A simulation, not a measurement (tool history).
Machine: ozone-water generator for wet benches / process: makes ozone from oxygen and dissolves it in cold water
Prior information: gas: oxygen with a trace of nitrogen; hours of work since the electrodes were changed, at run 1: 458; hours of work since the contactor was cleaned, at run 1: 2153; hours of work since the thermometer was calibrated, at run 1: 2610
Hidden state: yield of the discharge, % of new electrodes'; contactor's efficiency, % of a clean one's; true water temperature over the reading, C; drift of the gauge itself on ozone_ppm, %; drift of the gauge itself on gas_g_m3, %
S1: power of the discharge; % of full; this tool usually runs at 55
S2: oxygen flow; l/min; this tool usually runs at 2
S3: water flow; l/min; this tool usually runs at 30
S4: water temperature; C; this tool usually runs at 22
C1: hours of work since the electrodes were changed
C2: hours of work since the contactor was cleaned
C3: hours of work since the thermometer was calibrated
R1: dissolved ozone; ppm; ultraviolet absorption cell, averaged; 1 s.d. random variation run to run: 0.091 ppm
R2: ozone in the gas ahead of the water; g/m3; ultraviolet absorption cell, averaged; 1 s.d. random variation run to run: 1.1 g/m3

run 1 day=0 | S1=55 S2=2 S3=30 S4=22 | C1=458 C2=2153 C3=2610 | R1=5.98 R2=192.3
run 2 day=0.579 | S1=55 S2=2 S3=30 S4=22 | C1=472 C2=2167 C3=2624 | R1=6.09 R2=194
run 3 day=1.8 | S1=55 S2=2 S3=30 S4=22 | C1=500 C2=2195 C3=2652 | R1=5.75 R2=194.1
run 4 day=2.771 | S1=55 S2=2.79 S3=30 S4=22 | C1=522 C2=2217 C3=2674 | R1=6.51 R2=164.6
run 5 day=3.792 | S1=55 S2=2.79 S3=30 S4=22 | C1=546 C2=2241 C3=2698 | R1=6.46 R2=163.9
run 6 day=4.808 | S1=55 S2=2.79 S3=30 S4=22 | C1=569 C2=2264 C3=2721 | R1=6.51 R2=165
run 7 day=5.442 | S1=55 S2=2.79 S3=30 S4=22 | C1=584 C2=2279 C3=2736 | R1=6.62 R2=163.1
run 8 day=6.525 | S1=55 S2=2.79 S3=30 S4=25 | C1=609 C2=2304 C3=2761 | R1=6.65 R2=164.8
run 9 day=7.079 | S1=55 S2=1.9 S3=30 S4=25 | C1=622 C2=2316 C3=2773 | R1=5.83 R2=198.2
run 10 day=8.283 | S1=56 S2=2 S3=19 S4=22 | C1=649 C2=2344 C3=2801 | R1=9.6 R2=195.8
run 11 day=8.85 | S1=55 S2=1.72 S3=30 S4=14 | C1=662 C2=2357 C3=2814 | R1=5.93 R2=205.9
run 12 day=9.404 | S1=55 S2=1.72 S3=30 S4=14 | C1=675 C2=2370 C3=2827 | R1=5.89 R2=208.1
run 13 day=10.108 | S1=55 S2=1.72 S3=30 S4=14 | C1=691 C2=2386 C3=2843 | R1=5.8 R2=205.6
run 14 day=10.704 | S1=41 S2=2 S3=30 S4=22 | C1=705 C2=2400 C3=2857 | R1=4.74 R2=156
run 15 day=11.954 | S1=74 S2=1.36 S3=45 S4=17 | C1=734 C2=2429 C3=2886 | R1=4.02 R2=282
run 16 day=12.596 | S1=70 S2=1.01 S3=30 S4=28 | C1=749 C2=2444 C3=2901 | R1=5.21 R2=317.1
run 17 day=13.771 | S1=93 S2=3.41 S3=28 S4=22 | C1=776 C2=2471 C3=2928 | R1=10.36 R2=211.3

Each row is a separate what-if for the run after 17, all from the same tool condition, not one after another. Results?
run A day=14.65 | S1=55 S2=1.24 S3=25 S4=22 | C1=796 C2=2491 C3=2948 | R1=? R2=?
run B day=14.65 | S1=93 S2=2.76 S3=32 S4=23 | C1=796 C2=2491 C3=2948 | R1=? R2=?
run C day=14.65 | S1=55 S2=2 S3=23 S4=22 | C1=796 C2=2491 C3=2948 | R1=? R2=?
run D day=14.65 | S1=67 S2=2.93 S3=36 S4=22 | C1=796 C2=2491 C3=2948 | R1=? R2=?

run=A R1=5.93 R2=238.7
run=B R1=8.7 R2=236.1
run=C R1=7.77 R2=193.1
run=D R1=6.37 R2=184
Without the tool's unlogged condition, the same runs would have read:
run=A R1=6.34 R2=243.9
run=B R1=9.4 R2=243.5
run=C R1=8.29 R2=197.3
run=D R1=6.85 R2=188.6

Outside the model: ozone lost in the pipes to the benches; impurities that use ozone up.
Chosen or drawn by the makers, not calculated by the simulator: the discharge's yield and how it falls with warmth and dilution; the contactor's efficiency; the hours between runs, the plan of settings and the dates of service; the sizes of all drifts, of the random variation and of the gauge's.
